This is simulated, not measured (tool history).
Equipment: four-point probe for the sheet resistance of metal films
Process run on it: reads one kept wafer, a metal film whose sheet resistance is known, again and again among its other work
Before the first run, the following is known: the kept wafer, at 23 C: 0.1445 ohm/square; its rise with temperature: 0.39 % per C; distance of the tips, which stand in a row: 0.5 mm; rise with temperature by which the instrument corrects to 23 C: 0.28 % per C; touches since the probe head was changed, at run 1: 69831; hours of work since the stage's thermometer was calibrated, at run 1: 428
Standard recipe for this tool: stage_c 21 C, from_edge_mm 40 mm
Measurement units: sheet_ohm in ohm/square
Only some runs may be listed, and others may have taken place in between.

run   hour  stage_c  from_edge_mm  touches since the probe head was changed  hours of work since the stage's thermometer was calibrated  sheet_ohm
  1    0.0       21            40                                     69831                                                         428   0.145843
  2   10.1       20            40                                     70266                                                         434   0.145658
  3   19.5       20            40                                     70671                                                         440   0.145658
  4   34.5       20            40                                     71312                                                         448   0.145638
  5   53.5       28            40                                     72130                                                         459   0.146968
  6   72.8       21            40                                     72958                                                         470   0.145871
  7   88.2       21            40                                     73618                                                         479   0.145879
  8  105.8       21            40                                     74377                                                         490   0.145900
  9  124.9       21            40                                     75197                                                         501   0.145930
 10  140.4       21            40                                     75863                                                         510   0.145893
 11  153.4       21            40                                     76420                                                         517   0.145941
 12  165.9       21            40                                     76955                                                         525   0.145979
 13  175.8       34            40                                     77383                                                         530   0.147953
 14  188.5       34            40                                     77929                                                         538   0.147925
     190.7  -- stage's thermometer calibrated
 15  200.1       34            40                                     78402                                                           5   0.147990
 16  210.9       20            40                                     78870                                                          12   0.145942
 17  222.3       22            10                                     79357                                                          18   0.146401
 18  235.6       22            40                                     79928                                                          26   0.146225
 19  243.5       22            31                                     80268                                                          31   0.146249
 20  262.5       21            24                                     81083                                                          42   0.146158
 21  275.8       21             5                                     81654                                                          49   0.146872
     287.7  -- stage's thermometer calibrated, once more
 22  288.7       29            19                                     82187                                                           1   0.147198

Here are 5 independent what-if runs from the current tool condition. What would each one return?
  A  304.0       25            19                                     82843                                                           9          ?
  B  304.0       26            30                                     82843                                                           9          ?
  C  304.0       26            37                                     82843                                                           9          ?
  D  304.0       19            11                                     82843                                                           9          ?
  E  304.0       21            11                                     82843                                                           9          ?

run  sheet_ohm
  A   0.146622
  B   0.146769
  C   0.146755
  D   0.145802
  E   0.146211
The same runs, with their run-to-run variation unchanged, on a tool lacking any hidden condition would have given:
run  sheet_ohm
  A   0.144850
  B   0.144996
  C   0.144982
  D   0.144041
  E   0.144445

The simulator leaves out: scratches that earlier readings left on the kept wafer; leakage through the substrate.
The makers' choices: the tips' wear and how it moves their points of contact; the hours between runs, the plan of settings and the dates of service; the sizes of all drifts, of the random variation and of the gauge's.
